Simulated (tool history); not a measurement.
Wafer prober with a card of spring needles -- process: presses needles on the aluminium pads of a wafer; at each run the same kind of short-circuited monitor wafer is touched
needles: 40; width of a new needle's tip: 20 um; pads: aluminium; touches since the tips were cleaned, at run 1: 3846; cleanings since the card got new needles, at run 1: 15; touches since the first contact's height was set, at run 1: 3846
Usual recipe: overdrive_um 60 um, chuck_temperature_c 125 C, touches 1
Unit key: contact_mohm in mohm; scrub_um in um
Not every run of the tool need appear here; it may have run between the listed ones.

run,hour,overdrive_um,chuck_temperature_c,touches,touches since the tips were cleaned,cleanings since the card got new needles,touches since the first contact's height was set,contact_mohm,scrub_um
1,0,60,125,1,3846,15,3846,143,13.39
# hour 17.3: tips cleaned on abrasive film
2,26.2,60,125,1,1818,16,9189,144,13.39
3,41,60,125,1,4838,16,12209,142,13.38
# hour 53.3: tips cleaned on abrasive film
4,66.4,60,125,1,2690,17,17389,142,13.38
# hour 91.9: tips cleaned on abrasive film
5,96.1,60,125,1,855,18,23432,142,13.37
6,117.5,60,125,1,5233,18,27810,144,13.39
# hour 129.2: tips cleaned on abrasive film
7,145,60,125,1,3213,19,33405,140,13.36
# hour 165.4: tips cleaned on abrasive film
8,178.8,60,125,1,2741,20,40304,143,13.36
# hour 202.9: tips cleaned on abrasive film
9,213.7,60,125,1,2217,21,47423,141,13.37
# hour 239.7: tips cleaned on abrasive film
10,245.5,60,125,3,1185,22,53894,141,13.38
11,274.3,60,125,3,7086,22,59795,143,13.38
# hour 277.7: tips cleaned on abrasive film
# hour 289.2: height of the first contact set anew
12,309.1,60,125,1,6371,23,4079,144,13.39
# hour 316.8: tips cleaned on abrasive film
13,327.8,60,125,1,2267,24,7887,142,13.36
# hour 352.8: tips cleaned on abrasive film
14,352.8,50,125,1,0,25,12970,147,11.16
15,372.7,50,125,1,4060,25,17030,148,11.14
# hour 389: tips cleaned on abrasive film
16,389.5,46,125,1,107,26,20462,154,10.25
17,407.2,46,125,1,3726,26,24081,152,10.25
# hour 425.9: tips cleaned on abrasive film
18,442.4,58,116,2,3366,27,31244,145,12.94
19,457.6,57,125,1,6485,27,34363,144,12.7
# hour 462.4: tips cleaned on abrasive film
20,490.8,60,113,2,5809,28,41125,140,13.36
# hour 498.5: tips cleaned on abrasive film
21,519.4,68,125,2,4284,29,46957,138,15.14
# hour 534.7: tips cleaned on abrasive film
22,553.9,68,36,2,3940,30,53994,124,15.17
# hour 571.4: tips cleaned on abrasive film
23,580.9,66,35,3,1956,31,59490,122,14.71
# hour 596.7: height of the first contact set anew
# hour 607.7: tips cleaned on abrasive film
24,607.7,75,125,2,0,32,2237,138,16.73
25,637.9,75,59,1,6177,32,8414,125,16.72
# hour 645.2: tips cleaned on abrasive film
26,669.9,75,59,1,5070,33,14941,126,16.72
# hour 682.5: tips cleaned on abrasive film
27,702.6,69,100,2,4115,34,21595,134,15.35
# hour 718.5: tips cleaned on abrasive film
28,720,47,100,2,305,35,25132,146,10.49
29,741.3,60,83,2,4661,35,29488,136,13.35
# hour 756.4: tips cleaned on abrasive film
30,760.4,60,59,2,827,36,33384,129,13.38
31,778.9,65,97,2,4601,36,37158,137,14.51
# hour 793.8: tips cleaned on abrasive film
32,811.3,65,97,3,3584,37,43770,136,14.49
# hour 831: tips cleaned on abrasive film
33,831.5,68,97,3,102,38,47881,133,15.16

Branching from run 33: 5 alternative next runs. What would each branch give?
A,865.6,68,97,3,7057,38,54836,?,?
B,865.6,56,97,2,7057,38,54836,?,?
C,865.6,72,97,1,7057,38,54836,?,?
D,865.6,60,29,1,7057,38,54836,?,?
E,865.6,70,81,3,7057,38,54836,?,?

run,contact_mohm,scrub_um
A,135,15.16
B,139,12.48
C,136,16.06
D,126,13.39
E,131,15.62
The same runs, with their run-to-run variation unchanged, on a tool lacking any hidden condition would have given:
run,contact_mohm,scrub_um
A,135,15.16
B,139,12.48
C,136,16.06
D,126,13.39
E,131,15.62
